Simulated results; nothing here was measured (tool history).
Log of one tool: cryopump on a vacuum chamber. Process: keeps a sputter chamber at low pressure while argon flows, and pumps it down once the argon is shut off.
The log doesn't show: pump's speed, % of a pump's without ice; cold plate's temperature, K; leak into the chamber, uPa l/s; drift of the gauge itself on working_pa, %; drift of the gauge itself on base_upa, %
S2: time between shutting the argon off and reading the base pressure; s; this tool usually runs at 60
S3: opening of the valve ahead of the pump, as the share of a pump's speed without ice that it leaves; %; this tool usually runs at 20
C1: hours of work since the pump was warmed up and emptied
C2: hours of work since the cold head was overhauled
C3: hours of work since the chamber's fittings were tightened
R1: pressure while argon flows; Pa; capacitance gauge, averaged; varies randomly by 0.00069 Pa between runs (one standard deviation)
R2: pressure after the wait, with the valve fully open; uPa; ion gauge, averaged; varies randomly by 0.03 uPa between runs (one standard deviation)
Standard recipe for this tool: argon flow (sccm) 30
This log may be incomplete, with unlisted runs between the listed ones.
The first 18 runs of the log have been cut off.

run 19 hour=203.7 | argon_flow_(sccm)=30 S2=60 S3=36 | C1=162 C2=162 C3=2916 | R1=0.0834 R2=2.14
run 20 hour=216.4 | argon_flow_(sccm)=20 S2=87 S3=43 | C1=167 C2=167 C3=2921 | R1=0.0459 R2=1.67
run 21 hour=229.2 | argon_flow_(sccm)=39 S2=25 S3=42 | C1=173 C2=173 C3=2927 | R1=0.0935 R2=3.99
run 22 hour=239.8 | argon_flow_(sccm)=13 S2=25 S3=23 | C1=177 C2=177 C3=2931 | R1=0.0558 R2=3.98
run 23 hour=249.7 | argon_flow_(sccm)=16 S2=60 S3=22 | C1=182 C2=182 C3=2936 | R1=0.0717 R2=2.11
run 24 hour=261.9 | argon_flow_(sccm)=16 S2=60 S3=22 | C1=187 C2=187 C3=2941 | R1=0.0727 R2=2.12
run 25 hour=275.8 | argon_flow_(sccm)=31 S2=83 S3=20 | C1=193 C2=193 C3=2947 | R1=0.1531 R2=1.81
run 26 hour=283.2 | argon_flow_(sccm)=31 S2=83 S3=20 | C1=196 C2=196 C3=2950 | R1=0.1532 R2=1.85
run 27 hour=298.6 | argon_flow_(sccm)=31 S2=83 S3=20 | C1=203 C2=203 C3=2957 | R1=0.153 R2=1.76
run 28 hour=312.8 | argon_flow_(sccm)=30 S2=60 S3=33 | C1=209 C2=209 C3=2963 | R1=0.0909 R2=2.05
run 29 hour=324.2 | argon_flow_(sccm)=25 S2=33 S3=21 | C1=214 C2=214 C3=2968 | R1=0.1184 R2=3.19
run 30 hour=331.3 | argon_flow_(sccm)=22 S2=50 S3=37 | C1=217 C2=217 C3=2971 | R1=0.0595 R2=2.43
run 31 hour=342.3 | argon_flow_(sccm)=22 S2=27 S3=23 | C1=222 C2=222 C3=2976 | R1=0.0949 R2=3.78
run 32 hour=352.7 | argon_flow_(sccm)=23 S2=26 S3=25 | C1=226 C2=226 C3=2980 | R1=0.0916 R2=3.84
run 33 hour=362.6 | argon_flow_(sccm)=23 S2=26 S3=25 | C1=231 C2=231 C3=2984 | R1=0.0917 R2=3.77

Here are 3 independent what-if runs from the current tool condition. What would each one return?
run A hour=377.1 | argon_flow_(sccm)=23 S2=76 S3=25 | C1=237 C2=237 C3=2991 | R1=? R2=?
run B hour=377.1 | argon_flow_(sccm)=50 S2=26 S3=21 | C1=237 C2=237 C3=2991 | R1=? R2=?
run C hour=377.1 | argon_flow_(sccm)=30 S2=63 S3=40 | C1=237 C2=237 C3=2991 | R1=? R2=?

run=A R1=0.0923 R2=1.88
run=B R1=0.2368 R2=3.79
run=C R1=0.0761 R2=2.03
With no hidden state in the tool, these same runs would have given:
run=A R1=0.0906 R2=1.17
run=B R1=0.2329 R2=3.1
run=C R1=0.0738 R2=1.35
